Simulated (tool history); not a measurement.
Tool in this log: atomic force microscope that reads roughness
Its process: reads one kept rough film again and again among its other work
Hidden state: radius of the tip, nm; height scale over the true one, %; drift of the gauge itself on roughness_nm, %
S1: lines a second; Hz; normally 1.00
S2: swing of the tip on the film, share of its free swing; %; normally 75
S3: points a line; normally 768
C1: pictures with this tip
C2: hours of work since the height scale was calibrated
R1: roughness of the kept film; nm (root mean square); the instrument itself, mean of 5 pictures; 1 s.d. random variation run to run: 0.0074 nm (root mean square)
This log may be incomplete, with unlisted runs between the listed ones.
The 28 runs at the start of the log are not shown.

{"run": 29, "hour": 324.5, "S1": 1.05, "S2": 60, "S3": 323, "C1": 158, "C2": 34, "R1": 1.283}
{"run": 30, "hour": 330.9, "S1": 1.0, "S2": 71, "S3": 768, "C1": 167, "C2": 38, "R1": 1.261}
{"run": 31, "hour": 338.8, "S1": 1.0, "S2": 71, "S3": 768, "C1": 178, "C2": 43, "R1": 1.253}
{"run": 32, "hour": 347.2, "S1": 1.4, "S2": 88, "S3": 976, "C1": 190, "C2": 48, "R1": 1.102}
{"run": 33, "hour": 355.4, "S1": 0.62, "S2": 88, "S3": 976, "C1": 201, "C2": 53, "R1": 1.187}
{"run": 34, "hour": 365.4, "S1": 0.62, "S2": 88, "S3": 976, "C1": 215, "C2": 60, "R1": 1.167}
{"hour": 372.8, "done": "new tip fitted"}
{"run": 35, "hour": 378.0, "S1": 0.66, "S2": 71, "S3": 768, "C1": 7, "C2": 67, "R1": 1.589}
{"run": 36, "hour": 392.1, "S1": 0.66, "S2": 71, "S3": 768, "C1": 27, "C2": 76, "R1": 1.528}
{"run": 37, "hour": 404.9, "S1": 1.0, "S2": 67, "S3": 649, "C1": 44, "C2": 84, "R1": 1.502}
{"run": 38, "hour": 413.5, "S1": 3.0, "S2": 82, "S3": 530, "C1": 56, "C2": 90, "R1": 1.183}
{"run": 39, "hour": 425.2, "S1": 3.0, "S2": 82, "S3": 530, "C1": 73, "C2": 97, "R1": 1.15}
{"run": 40, "hour": 438.6, "S1": 1.37, "S2": 75, "S3": 666, "C1": 91, "C2": 106, "R1": 1.338}
{"run": 41, "hour": 446.8, "S1": 1.37, "S2": 75, "S3": 666, "C1": 103, "C2": 111, "R1": 1.32}
{"run": 42, "hour": 454.9, "S1": 1.0, "S2": 59, "S3": 1006, "C1": 114, "C2": 116, "R1": 1.385}
{"run": 43, "hour": 469.3, "S1": 1.0, "S2": 59, "S3": 1006, "C1": 134, "C2": 125, "R1": 1.358}
{"run": 44, "hour": 478.3, "S1": 1.0, "S2": 59, "S3": 1006, "C1": 147, "C2": 131, "R1": 1.331}
{"run": 45, "hour": 484.6, "S1": 0.85, "S2": 80, "S3": 591, "C1": 155, "C2": 135, "R1": 1.267}
{"run": 46, "hour": 496.5, "S1": 0.76, "S2": 63, "S3": 591, "C1": 172, "C2": 143, "R1": 1.294}

Consider 3 possible next runs. They are alternatives, not a sequence: every one starts from the tool as it was left by run 46. What does each give?
{"run": "A", "hour": 504.7, "S1": 1.18, "S2": 63, "S3": 888, "C1": 183, "C2": 148, "R1": "?"}
{"run": "B", "hour": 504.7, "S1": 2.02, "S2": 63, "S3": 591, "C1": 183, "C2": 148, "R1": "?"}
{"run": "C", "hour": 504.7, "S1": 1.0, "S2": 68, "S3": 768, "C1": 183, "C2": 148, "R1": "?"}

run=A R1=1.266
run=B R1=1.231
run=C R1=1.251
Stripped of hidden state, with their random variation kept, the same runs would have yielded:
run=A R1=1.614
run=B R1=1.570
run=C R1=1.596
